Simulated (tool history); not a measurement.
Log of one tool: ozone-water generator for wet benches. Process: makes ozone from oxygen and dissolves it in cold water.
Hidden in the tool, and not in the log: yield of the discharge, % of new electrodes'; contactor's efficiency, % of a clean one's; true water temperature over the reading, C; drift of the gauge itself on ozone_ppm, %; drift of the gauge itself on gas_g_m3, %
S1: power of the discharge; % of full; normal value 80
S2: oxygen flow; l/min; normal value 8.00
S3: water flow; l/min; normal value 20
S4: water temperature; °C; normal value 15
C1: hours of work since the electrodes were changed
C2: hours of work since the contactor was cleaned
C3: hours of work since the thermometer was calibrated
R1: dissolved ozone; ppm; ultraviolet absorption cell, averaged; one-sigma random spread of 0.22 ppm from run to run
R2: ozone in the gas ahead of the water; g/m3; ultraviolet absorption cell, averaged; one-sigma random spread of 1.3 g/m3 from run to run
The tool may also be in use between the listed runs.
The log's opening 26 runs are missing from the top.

-- day=45.575 water thermometer calibrated
run 27 day=46.858 | S1=65 S2=7.01 S3=16 S4=7 | C1=1325 C2=1883 C3=26 | R1=34.4 R2=198.8
run 28 day=48.846 | S1=65 S2=7.01 S3=16 S4=7 | C1=1365 C2=1923 C3=67 | R1=34.3 R2=198.5
run 29 day=50.688 | S1=49 S2=4.28 S3=13 S4=7 | C1=1403 C2=1961 C3=104 | R1=28.5 R2=186.1
run 30 day=51.725 | S1=49 S2=4.28 S3=13 S4=7 | C1=1424 C2=1982 C3=126 | R1=28.1 R2=184.4
run 31 day=53.404 | S1=51 S2=9.25 S3=20 S4=15 | C1=1458 C2=2016 C3=160 | R1=22.8 R2=150.5
run 32 day=54.604 | S1=80 S2=7.17 S3=20 S4=15 | C1=1483 C2=2041 C3=184 | R1=31.2 R2=229.7
run 33 day=56.688 | S1=80 S2=7.17 S3=20 S4=15 | C1=1525 C2=2083 C3=227 | R1=31.3 R2=231.0
run 34 day=58.033 | S1=64 S2=7.17 S3=28 S4=7 | C1=1553 C2=2111 C3=254 | R1=22.8 R2=193.9

Here are 3 independent what-if runs from the current tool condition. What would each one return?
run A day=59.221 | S1=80 S2=8.00 S3=19 S4=15 | C1=1577 C2=2135 C3=278 | R1=? R2=?
run B day=59.221 | S1=87 S2=10.89 S3=28 S4=9 | C1=1577 C2=2135 C3=278 | R1=? R2=?
run C day=59.221 | S1=44 S2=6.81 S3=14 S4=7 | C1=1577 C2=2135 C3=278 | R1=? R2=?

run=A R1=32.7 R2=223.4
run=B R1=31.8 R2=218.4
run=C R1=27.3 R2=145.3
Without the tool's unlogged condition, the same runs would have read:
run=A R1=34.3 R2=231.7
run=B R1=33.5 R2=227.1
run=C R1=28.1 R2=148.3
